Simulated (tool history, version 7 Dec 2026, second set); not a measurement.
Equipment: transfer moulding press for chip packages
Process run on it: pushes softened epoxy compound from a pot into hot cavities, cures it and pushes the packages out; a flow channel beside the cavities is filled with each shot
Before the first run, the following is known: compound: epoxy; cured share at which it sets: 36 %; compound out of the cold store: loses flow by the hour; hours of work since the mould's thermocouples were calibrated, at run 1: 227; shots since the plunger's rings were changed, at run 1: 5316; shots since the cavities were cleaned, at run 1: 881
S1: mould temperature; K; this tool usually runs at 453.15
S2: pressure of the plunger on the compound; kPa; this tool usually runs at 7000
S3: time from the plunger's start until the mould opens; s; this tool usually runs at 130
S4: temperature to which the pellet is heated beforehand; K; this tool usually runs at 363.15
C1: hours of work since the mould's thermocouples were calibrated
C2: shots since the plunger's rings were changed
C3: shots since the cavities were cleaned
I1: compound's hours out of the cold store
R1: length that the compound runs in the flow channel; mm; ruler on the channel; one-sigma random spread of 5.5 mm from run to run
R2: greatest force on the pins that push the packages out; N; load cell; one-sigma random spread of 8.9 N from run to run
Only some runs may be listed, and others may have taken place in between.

run 1 hour=0.0 | S1=453.15 S2=7000 S3=130 S4=363.15 | C1=227 C2=5316 C3=881 | I1=44.7 | R1=627 R2=780
run 2 hour=12.1 | S1=453.15 S2=7220 S3=130 S4=363.15 | C1=233 C2=5389 C3=954 | I1=35.6 | R1=673 R2=735
-- hour=16.3 cavities cleaned with cleaning compound and waxed
run 3 hour=26.4 | S1=453.15 S2=7220 S3=130 S4=363.15 | C1=238 C2=5467 C3=62 | I1=41.2 | R1=652 R2=463
run 4 hour=35.2 | S1=453.15 S2=7220 S3=130 S4=363.15 | C1=242 C2=5520 C3=115 | I1=14.0 | R1=743 R2=519
run 5 hour=46.8 | S1=453.15 S2=5560 S3=130 S4=363.15 | C1=247 C2=5590 C3=185 | I1=23.7 | R1=624 R2=548
-- hour=59.1 plunger's sealing rings changed
run 6 hour=60.5 | S1=453.15 S2=5560 S3=130 S4=363.15 | C1=252 C2=8 C3=253 | I1=18.6 | R1=679 R2=568
run 7 hour=74.6 | S1=453.15 S2=5560 S3=130 S4=363.15 | C1=258 C2=93 C3=338 | I1=21.3 | R1=665 R2=637
run 8 hour=88.0 | S1=453.15 S2=5560 S3=130 S4=363.15 | C1=264 C2=175 C3=420 | I1=34.4 | R1=626 R2=653
run 9 hour=97.0 | S1=453.15 S2=5560 S3=130 S4=363.15 | C1=268 C2=230 C3=475 | I1=10.7 | R1=703 R2=670
run 10 hour=110.9 | S1=453.15 S2=7000 S3=130 S4=363.15 | C1=274 C2=313 C3=558 | I1=43.5 | R1=667 R2=683
run 11 hour=126.0 | S1=453.15 S2=7000 S3=130 S4=363.15 | C1=280 C2=405 C3=650 | I1=44.3 | R1=675 R2=729
run 12 hour=133.1 | S1=453.15 S2=7000 S3=130 S4=363.15 | C1=283 C2=448 C3=693 | I1=16.8 | R1=766 R2=754
run 13 hour=143.4 | S1=453.15 S2=7000 S3=130 S4=363.15 | C1=288 C2=511 C3=756 | I1=40.4 | R1=685 R2=756
run 14 hour=155.2 | S1=453.15 S2=7000 S3=130 S4=363.15 | C1=293 C2=582 C3=827 | I1=24.9 | R1=734 R2=774
run 15 hour=164.3 | S1=453.15 S2=7140 S3=130 S4=363.15 | C1=297 C2=637 C3=882 | I1=37.5 | R1=697 R2=743
run 16 hour=173.6 | S1=445.15 S2=5410 S3=130 S4=357.15 | C1=301 C2=694 C3=939 | I1=34.7 | R1=624 R2=961

For run 17, what comes out?
-- hour=180.5 cavities cleaned with cleaning compound and waxed
run 17 hour=185.6 | S1=453.15 S2=7000 S3=135 S4=363.15 | C1=306 C2=758 C3=31 | I1=23.5 | R1=? R2=?

R1: 735 mm
R2: 431 N
Take away the tool's hidden state, keep the run-to-run variation as it was, and the same run would have given R1 744 mm, R2 399 N.
